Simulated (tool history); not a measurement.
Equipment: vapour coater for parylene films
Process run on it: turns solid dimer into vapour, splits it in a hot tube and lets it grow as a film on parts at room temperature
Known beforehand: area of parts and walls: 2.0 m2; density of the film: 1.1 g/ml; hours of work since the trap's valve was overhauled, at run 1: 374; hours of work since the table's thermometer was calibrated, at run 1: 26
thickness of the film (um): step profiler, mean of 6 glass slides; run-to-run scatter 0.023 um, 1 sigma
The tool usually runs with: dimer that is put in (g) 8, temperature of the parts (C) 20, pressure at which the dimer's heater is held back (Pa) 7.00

run,hour,dimer that is put in (g),temperature of the parts (C),pressure at which the dimer's heater is held back (Pa),hours of work since the trap's valve was overhauled,hours of work since the table's thermometer was calibrated,thickness of the film (um)
1,0.0,8,20,7.00,374,26,1.69
2,9.2,8,20,7.00,381,34,1.64
3,21.8,8,20,3.90,392,44,1.77
4,33.4,8,20,3.90,401,54,1.77
5,43.5,8,20,7.00,410,62,1.67
6,55.9,8,20,7.00,420,73,1.67
7,67.9,8,20,7.00,430,83,1.65
8,77.4,8,20,7.00,438,90,1.64
9,87.5,8,20,7.00,446,99,1.61
10,101.2,8,20,7.00,457,110,1.63
11,115.3,8,20,7.00,469,122,1.63
12,128.9,8,20,7.00,480,133,1.63
13,137.7,8,20,7.00,488,140,1.66
14,148.1,8,20,7.00,496,149,1.58
15,155.3,5,32,7.00,502,155,0.66
16,170.3,5,32,7.00,515,167,0.71
17,186.8,12,24,10.30,528,181,2.04
18,203.0,6,20,7.00,542,195,1.19
19,212.1,8,13,7.00,549,202,2.04
20,228.4,8,13,7.00,563,216,2.03
21,239.0,8,20,3.07,572,225,1.71
22,253.0,6,30,3.95,583,236,0.89
# hour 259.1: trap's valve overhauled
23,270.4,6,13,7.37,9,247,1.71
24,282.0,6,13,7.37,19,257,1.69
25,290.2,8,30,3.31,26,264,1.39
26,306.2,8,30,3.31,39,277,1.42
27,316.3,8,30,3.31,47,285,1.41
28,325.9,8,30,3.31,55,293,1.38

Branching from run 28: 5 alternative next runs. What would each branch give?
A,338.1,8,22,7.00,66,303,?
B,338.1,13,13,2.94,66,303,?
C,338.1,8,30,3.31,66,303,?
D,338.1,4,24,7.92,66,303,?
E,338.1,8,29,7.00,66,303,?

run,thickness of the film (um)
A,1.66
B,4.09
C,1.42
D,0.79
E,1.36
With no hidden state in the tool, these same runs would have given:
run,thickness of the film (um)
A,1.70
B,4.19
C,1.45
D,0.81
E,1.39
